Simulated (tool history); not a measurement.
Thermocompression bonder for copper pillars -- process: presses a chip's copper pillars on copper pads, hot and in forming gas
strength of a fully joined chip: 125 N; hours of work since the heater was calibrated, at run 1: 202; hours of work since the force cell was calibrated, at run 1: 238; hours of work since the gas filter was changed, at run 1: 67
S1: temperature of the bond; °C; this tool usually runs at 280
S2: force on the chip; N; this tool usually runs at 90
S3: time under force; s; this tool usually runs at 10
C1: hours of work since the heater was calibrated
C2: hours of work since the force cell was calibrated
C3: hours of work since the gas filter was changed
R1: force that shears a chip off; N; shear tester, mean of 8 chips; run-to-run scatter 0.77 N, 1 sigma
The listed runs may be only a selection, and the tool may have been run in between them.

| run | hour | S1 | S2 | S3 | C1 | C2 | C3 | R1 |
|---|---|---|---|---|---|---|---|---|
| 1 | 0.0 | 280 | 90 | 10 | 202 | 238 | 67 | 61.1 |
| 2 | 14.1 | 280 | 90 | 10 | 209 | 245 | 74 | 59.3 |
| 3 | 24.7 | 280 | 90 | 6 | 214 | 250 | 79 | 48.5 |
| 4 | 34.5 | 280 | 90 | 6 | 219 | 255 | 84 | 49.4 |
| 5 | 44.3 | 280 | 90 | 6 | 224 | 260 | 89 | 49.0 |
| 6 | 50.7 | 280 | 90 | 10 | 227 | 263 | 92 | 59.9 |
| 7 | 59.6 | 280 | 90 | 10 | 232 | 267 | 97 | 60.6 |
| 8 | 66.7 | 280 | 90 | 10 | 235 | 271 | 100 | 59.9 |
| 9 | 73.9 | 280 | 90 | 10 | 239 | 275 | 104 | 60.7 |
| 10 | 83.2 | 280 | 90 | 10 | 243 | 279 | 109 | 60.0 |
| 11 | 94.4 | 280 | 90 | 10 | 249 | 285 | 114 | 59.9 |
| 12 | 107.1 | 280 | 90 | 10 | 255 | 291 | 121 | 59.4 |
| 13 | 113.1 | 280 | 72 | 10 | 258 | 294 | 124 | 50.4 |
| 14 | 122.8 | 280 | 90 | 10 | 263 | 299 | 129 | 59.1 |
|  | 125.6 | force cell calibrated |
| 15 | 131.1 | 280 | 90 | 10 | 267 | 3 | 132 | 60.7 |
| 16 | 139.4 | 280 | 90 | 10 | 271 | 7 | 136 | 60.2 |
| 17 | 148.6 | 280 | 90 | 12 | 275 | 11 | 141 | 64.5 |
| 18 | 157.6 | 280 | 90 | 30 | 280 | 16 | 145 | 85.8 |
|  | 169.6 | force cell calibrated, once more |
| 19 | 172.8 | 280 | 90 | 30 | 287 | 2 | 152 | 81.5 |
| 20 | 181.0 | 280 | 115 | 30 | 291 | 6 | 156 | 94.1 |
| 21 | 189.3 | 280 | 59 | 30 | 295 | 10 | 160 | 62.3 |
| 22 | 199.4 | 280 | 135 | 21 | 300 | 15 | 165 | 95.5 |
| 23 | 206.7 | 280 | 135 | 21 | 304 | 19 | 169 | 95.8 |
| 24 | 214.9 | 275 | 86 | 5 | 308 | 23 | 173 | 42.2 |
|  | 228.0 | forming gas filter changed |
| 25 | 228.8 | 294 | 86 | 5 | 314 | 29 | 0 | 53.1 |
| 26 | 238.4 | 280 | 64 | 10 | 319 | 34 | 5 | 46.2 |
| 27 | 252.2 | 280 | 64 | 10 | 326 | 41 | 12 | 47.0 |
| 28 | 260.7 | 280 | 64 | 10 | 330 | 45 | 16 | 46.2 |
| 29 | 272.8 | 282 | 97 | 10 | 336 | 51 | 22 | 66.6 |
| 30 | 284.6 | 271 | 77 | 5 | 342 | 57 | 28 | 36.7 |
| 31 | 291.2 | 261 | 135 | 12 | 346 | 61 | 32 | 73.1 |
| 32 | 297.9 | 261 | 135 | 12 | 349 | 64 | 35 | 74.7 |
| 33 | 309.5 | 261 | 135 | 5 | 355 | 70 | 41 | 54.4 |
| 34 | 318.7 | 261 | 135 | 5 | 359 | 74 | 45 | 55.7 |
| 35 | 327.2 | 262 | 90 | 17 | 364 | 79 | 50 | 59.7 |

Estimate the outcome of run 36 from the log above:
| 36 | 333.4 | 280 | 114 | 10 | 367 | 82 | 53 | ? |

{"run 36": {"R1": 73.2}}
With no hidden state in the tool, this same run would have given R1 70.9 N.

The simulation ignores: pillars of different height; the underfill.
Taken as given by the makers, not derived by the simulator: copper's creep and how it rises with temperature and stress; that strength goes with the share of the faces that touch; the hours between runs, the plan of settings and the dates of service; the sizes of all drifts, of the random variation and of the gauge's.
